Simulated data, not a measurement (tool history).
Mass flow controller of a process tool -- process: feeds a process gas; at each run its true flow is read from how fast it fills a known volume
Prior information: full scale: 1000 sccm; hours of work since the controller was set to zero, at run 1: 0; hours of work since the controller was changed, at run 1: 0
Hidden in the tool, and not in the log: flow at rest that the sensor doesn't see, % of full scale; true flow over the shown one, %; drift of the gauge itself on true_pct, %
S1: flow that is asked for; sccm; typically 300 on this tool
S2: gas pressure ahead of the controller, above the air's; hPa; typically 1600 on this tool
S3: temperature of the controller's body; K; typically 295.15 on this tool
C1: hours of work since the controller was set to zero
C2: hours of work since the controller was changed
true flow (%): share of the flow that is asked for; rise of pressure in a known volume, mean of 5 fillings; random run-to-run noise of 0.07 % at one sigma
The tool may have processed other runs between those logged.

run 1 hour=0 | S1=300 S2=1600 S3=295.15 | C1=0 C2=0 | true_flow_(%)=98
run 2 hour=170.9 | S1=300 S2=1600 S3=295.15 | C1=78 C2=78 | true_flow_(%)=98.04
run 3 hour=557.3 | S1=300 S2=1600 S3=295.15 | C1=256 C2=256 | true_flow_(%)=98.11
run 4 hour=926.2 | S1=300 S2=2280 S3=295.15 | C1=425 C2=425 | true_flow_(%)=98.35
run 5 hour=1278.4 | S1=300 S2=2280 S3=295.15 | C1=587 C2=587 | true_flow_(%)=98.28
run 6 hour=1620.8 | S1=300 S2=2450 S3=295.15 | C1=744 C2=744 | true_flow_(%)=98.41
run 7 hour=1942.3 | S1=300 S2=2450 S3=295.15 | C1=892 C2=892 | true_flow_(%)=98.38
run 8 hour=2164.8 | S1=300 S2=1600 S3=305.15 | C1=994 C2=994 | true_flow_(%)=96.75
run 9 hour=2518.9 | S1=119 S2=1600 S3=312.15 | C1=1156 C2=1156 | true_flow_(%)=96.05
run 10 hour=2681.1 | S1=266 S2=1700 S3=312.15 | C1=1231 C2=1231 | true_flow_(%)=95.95
run 11 hour=3020.4 | S1=293 S2=2530 S3=295.15 | C1=1387 C2=1387 | true_flow_(%)=98.25

Forecast each of these 3 alternatives for the next run:
run A hour=3224 | S1=688 S2=2530 S3=295.15 | C1=1480 C2=1480 | true_flow_(%)=?
run B hour=3224 | S1=176 S2=2380 S3=311.15 | C1=1480 C2=1480 | true_flow_(%)=?
run C hour=3224 | S1=293 S2=1950 S3=307.15 | C1=1480 C2=1480 | true_flow_(%)=?

run=A true_flow_(%)=99.1
run=B true_flow_(%)=96.3
run=C true_flow_(%)=96.57
What these runs would have given with no unlogged condition in the tool:
run=A true_flow_(%)=99.71
run=B true_flow_(%)=96.28
run=C true_flow_(%)=96.89
